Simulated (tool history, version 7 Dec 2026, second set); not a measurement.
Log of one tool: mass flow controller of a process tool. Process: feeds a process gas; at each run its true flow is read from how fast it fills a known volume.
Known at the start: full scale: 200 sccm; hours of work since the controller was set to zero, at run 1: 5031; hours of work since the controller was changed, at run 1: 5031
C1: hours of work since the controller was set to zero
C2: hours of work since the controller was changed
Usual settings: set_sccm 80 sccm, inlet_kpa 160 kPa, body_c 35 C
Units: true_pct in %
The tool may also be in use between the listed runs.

{"run": 1, "hour": 0.0, "set_sccm": 80, "inlet_kpa": 160, "body_c": 35, "C1": 5031, "C2": 5031, "true_pct": 98.27}
{"run": 2, "hour": 90.6, "set_sccm": 80, "inlet_kpa": 160, "body_c": 35, "C1": 5100, "C2": 5100, "true_pct": 98.28}
{"run": 3, "hour": 190.5, "set_sccm": 80, "inlet_kpa": 160, "body_c": 35, "C1": 5176, "C2": 5176, "true_pct": 98.33}
{"run": 4, "hour": 265.1, "set_sccm": 80, "inlet_kpa": 160, "body_c": 35, "C1": 5232, "C2": 5232, "true_pct": 98.35}
{"run": 5, "hour": 359.0, "set_sccm": 80, "inlet_kpa": 160, "body_c": 35, "C1": 5304, "C2": 5304, "true_pct": 98.28}
{"run": 6, "hour": 465.5, "set_sccm": 80, "inlet_kpa": 160, "body_c": 35, "C1": 5385, "C2": 5385, "true_pct": 98.13}
{"run": 7, "hour": 578.7, "set_sccm": 61, "inlet_kpa": 160, "body_c": 35, "C1": 5471, "C2": 5471, "true_pct": 98.12}
{"run": 8, "hour": 703.5, "set_sccm": 32, "inlet_kpa": 160, "body_c": 35, "C1": 5566, "C2": 5566, "true_pct": 97.69}
{"run": 9, "hour": 792.1, "set_sccm": 32, "inlet_kpa": 160, "body_c": 35, "C1": 5633, "C2": 5633, "true_pct": 97.66}
{"hour": 820.6, "done": "controller exchanged for a calibrated one"}
{"run": 10, "hour": 896.5, "set_sccm": 162, "inlet_kpa": 160, "body_c": 35, "C1": 58, "C2": 58, "true_pct": 98.69}
{"run": 11, "hour": 1009.0, "set_sccm": 80, "inlet_kpa": 160, "body_c": 35, "C1": 143, "C2": 143, "true_pct": 98.0}
{"run": 12, "hour": 1117.4, "set_sccm": 80, "inlet_kpa": 160, "body_c": 35, "C1": 226, "C2": 226, "true_pct": 97.85}
{"run": 13, "hour": 1208.4, "set_sccm": 80, "inlet_kpa": 160, "body_c": 35, "C1": 295, "C2": 295, "true_pct": 97.92}
{"run": 14, "hour": 1310.7, "set_sccm": 80, "inlet_kpa": 160, "body_c": 35, "C1": 373, "C2": 373, "true_pct": 97.97}
{"run": 15, "hour": 1416.2, "set_sccm": 80, "inlet_kpa": 160, "body_c": 35, "C1": 453, "C2": 453, "true_pct": 97.85}
{"run": 16, "hour": 1540.8, "set_sccm": 80, "inlet_kpa": 160, "body_c": 35, "C1": 548, "C2": 548, "true_pct": 97.74}
{"run": 17, "hour": 1661.3, "set_sccm": 80, "inlet_kpa": 160, "body_c": 35, "C1": 639, "C2": 639, "true_pct": 97.7}
{"run": 18, "hour": 1765.0, "set_sccm": 80, "inlet_kpa": 160, "body_c": 35, "C1": 718, "C2": 718, "true_pct": 97.6}
{"run": 19, "hour": 1827.8, "set_sccm": 80, "inlet_kpa": 160, "body_c": 35, "C1": 766, "C2": 766, "true_pct": 97.63}
{"run": 20, "hour": 1950.2, "set_sccm": 80, "inlet_kpa": 160, "body_c": 35, "C1": 859, "C2": 859, "true_pct": 97.47}
{"run": 21, "hour": 2018.5, "set_sccm": 80, "inlet_kpa": 160, "body_c": 40, "C1": 911, "C2": 911, "true_pct": 97.23}
{"run": 22, "hour": 2093.5, "set_sccm": 30, "inlet_kpa": 160, "body_c": 35, "C1": 968, "C2": 968, "true_pct": 97.05}
{"run": 23, "hour": 2172.2, "set_sccm": 30, "inlet_kpa": 160, "body_c": 35, "C1": 1028, "C2": 1028, "true_pct": 97.03}
{"hour": 2212.5, "done": "gauge calibrated"}
{"run": 24, "hour": 2301.9, "set_sccm": 184, "inlet_kpa": 210, "body_c": 23, "C1": 1126, "C2": 1126, "true_pct": 100.0}
{"run": 25, "hour": 2406.0, "set_sccm": 184, "inlet_kpa": 210, "body_c": 32, "C1": 1206, "C2": 1206, "true_pct": 99.3}

The next listed run, before its measurement:
{"run": 26, "hour": 2482.6, "set_sccm": 184, "inlet_kpa": 210, "body_c": 32, "C1": 1264, "C2": 1264, "true_pct": "?"}

{"run 26": {"true_pct": 99.2}}
Without the tool's hidden state the same run would have given true_pct 99.32 %.
